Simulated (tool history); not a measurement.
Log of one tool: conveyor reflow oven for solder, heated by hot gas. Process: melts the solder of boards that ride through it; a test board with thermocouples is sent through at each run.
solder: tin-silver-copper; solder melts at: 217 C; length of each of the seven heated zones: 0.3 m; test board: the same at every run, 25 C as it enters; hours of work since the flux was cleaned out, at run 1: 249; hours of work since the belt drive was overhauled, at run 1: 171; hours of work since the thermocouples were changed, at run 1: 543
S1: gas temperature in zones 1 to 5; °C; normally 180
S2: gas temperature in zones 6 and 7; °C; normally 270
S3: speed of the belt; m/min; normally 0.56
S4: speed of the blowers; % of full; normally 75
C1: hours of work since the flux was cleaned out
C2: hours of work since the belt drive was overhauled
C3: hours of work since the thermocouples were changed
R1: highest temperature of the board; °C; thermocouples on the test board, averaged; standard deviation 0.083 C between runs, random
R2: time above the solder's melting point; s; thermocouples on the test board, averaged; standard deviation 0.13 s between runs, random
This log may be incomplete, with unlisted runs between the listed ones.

Run 1, hour 0: usual settings; C1 249; C2 171; C3 543. Result: R1 259.11 °C, R2 54.2 s.
Run 2, hour 23.7: usual settings; C1 260; C2 182; C3 554. Result: R1 259.19 °C, R2 54.5 s.
Run 3, hour 42.5: usual settings; C1 269; C2 191; C3 563. Result: R1 259.11 °C, R2 54.4 s.
Run 4, hour 60.7: usual settings; C1 277; C2 200; C3 572. Result: R1 259.12 °C, R2 54.3 s.
Run 5, hour 77.2: usual settings; C1 285; C2 207; C3 579. Result: R1 259.24 °C, R2 54.3 s.
Run 6, hour 91.4: usual settings; C1 292; C2 214; C3 586. Result: R1 259.19 °C, R2 54.5 s.
Run 7, hour 122.5: usual settings; C1 306; C2 229; C3 601. Result: R1 259.18 °C, R2 54.6 s.
Run 8, hour 135.3: usual settings; C1 312; C2 234; C3 606. Result: R1 259.14 °C, R2 54.4 s.
Run 9, hour 149: usual settings; C1 318; C2 241; C3 613. Result: R1 259.11 °C, R2 54.5 s.
Run 10, hour 175.8: usual settings but S1 194 °C; C1 331; C2 253; C3 625. Result: R1 261.2 °C, R2 60.1 s.
Run 11, hour 201.5: usual settings but S1 194 °C; C1 343; C2 265; C3 637. Result: R1 261.15 °C, R2 60.2 s.
Run 12, hour 224.1: usual settings but S1 194 °C; C1 354; C2 276; C3 648. Result: R1 261.19 °C, R2 60.1 s.
Run 13, hour 237: usual settings but S2 266 °C; C1 360; C2 282; C3 654. Result: R1 255.37 °C, R2 52.7 s.
Run 14, hour 261.5: usual settings but S2 266 °C; C1 371; C2 293; C3 665. Result: R1 255.37 °C, R2 52.6 s.
Run 15, hour 290.8: usual settings but S1 193 °C, S2 280 °C, S4 60 % of full; C1 385; C2 307; C3 679. Result: R1 267.77 °C, R2 62.3 s.
Run 16, hour 306.6: usual settings but S1 193 °C, S2 280 °C, S4 60 % of full; C1 392; C2 314; C3 686. Result: R1 267.76 °C, R2 62.2 s.
Run 17, hour 328.9: usual settings but S2 268 °C, S3 0.508 m/min; C1 402; C2 325; C3 697. Result: R1 259.7 °C, R2 60.9 s.
At hour 356.2: thermocouples of zones 6 and 7 changed.
Run 18, hour 358.7: usual settings but S1 167 °C, S2 266 °C, S3 0.482 m/min; C1 415; C2 338; C3 1. Result: R1 255.4 °C, R2 57.8 s.
Run 19, hour 384.3: usual settings but S1 168 °C, S2 277 °C, S3 0.648 m/min, S4 53 % of full; C1 427; C2 350; C3 13. Result: R1 250.91 °C, R2 38.1 s.
Run 20, hour 415.1: usual settings but S1 191 °C; C1 442; C2 364; C3 27. Result: R1 258.53 °C, R2 58.3 s.
Run 21, hour 442.4: usual settings but S1 174 °C; C1 454; C2 377; C3 40. Result: R1 255.9 °C, R2 50.7 s.
Run 22, hour 457: usual settings but S3 0.558 m/min, S4 55 % of full; C1 461; C2 384; C3 47. Result: R1 253.62 °C, R2 51.2 s.
Run 23, hour 483.7: usual settings but S1 192 °C, S2 259 °C, S3 0.492 m/min, S4 85 % of full; C1 474; C2 396; C3 60. Result: R1 252.31 °C, R2 64.5 s.
Run 24, hour 497.6: usual settings but S1 187 °C, S2 275 °C, S3 0.565 m/min, S4 86 % of full; C1 480; C2 403; C3 66. Result: R1 263.28 °C, R2 58.3 s.

Consider 4 possible next runs. They are alternatives, not a sequence: every one starts from the tool as it was left by run 24. What does each give?
At hour 523.8: flux residue cleaned out of gas plates and filters.
Run A, hour 531.5: usual settings but S1 184 °C, S2 281 °C, S3 0.565 m/min, S4 86 % of full; C1 4; C2 416; C3 79. Result: R1 ?, R2 ?.
At hour 523.8: flux residue cleaned out of gas plates and filters.
Run B, hour 531.5: usual settings but S1 187 °C, S2 264 °C, S3 0.556 m/min, S4 51 % of full; C1 4; C2 416; C3 79. Result: R1 ?, R2 ?.
At hour 523.8: flux residue cleaned out of gas plates and filters.
Run C, hour 531.5: usual settings but S1 169 °C, S2 275 °C, S3 0.565 m/min, S4 86 % of full; C1 4; C2 416; C3 79. Result: R1 ?, R2 ?.
At hour 523.8: flux residue cleaned out of gas plates and filters.
Run D, hour 531.5: usual settings but S3 0.65 m/min; C1 4; C2 416; C3 79. Result: R1 ?, R2 ?.

run      R1    R2
  A   271.2  60.2
  B  251.44  53.2
  C  263.83  54.2
  D  255.42  44.9
Stripped of hidden state, with their random variation kept, the same runs would have yielded:
run      R1    R2
  A  270.72  59.4
  B  250.92  52.2
  C  263.34  53.4
  D  254.92  44.1

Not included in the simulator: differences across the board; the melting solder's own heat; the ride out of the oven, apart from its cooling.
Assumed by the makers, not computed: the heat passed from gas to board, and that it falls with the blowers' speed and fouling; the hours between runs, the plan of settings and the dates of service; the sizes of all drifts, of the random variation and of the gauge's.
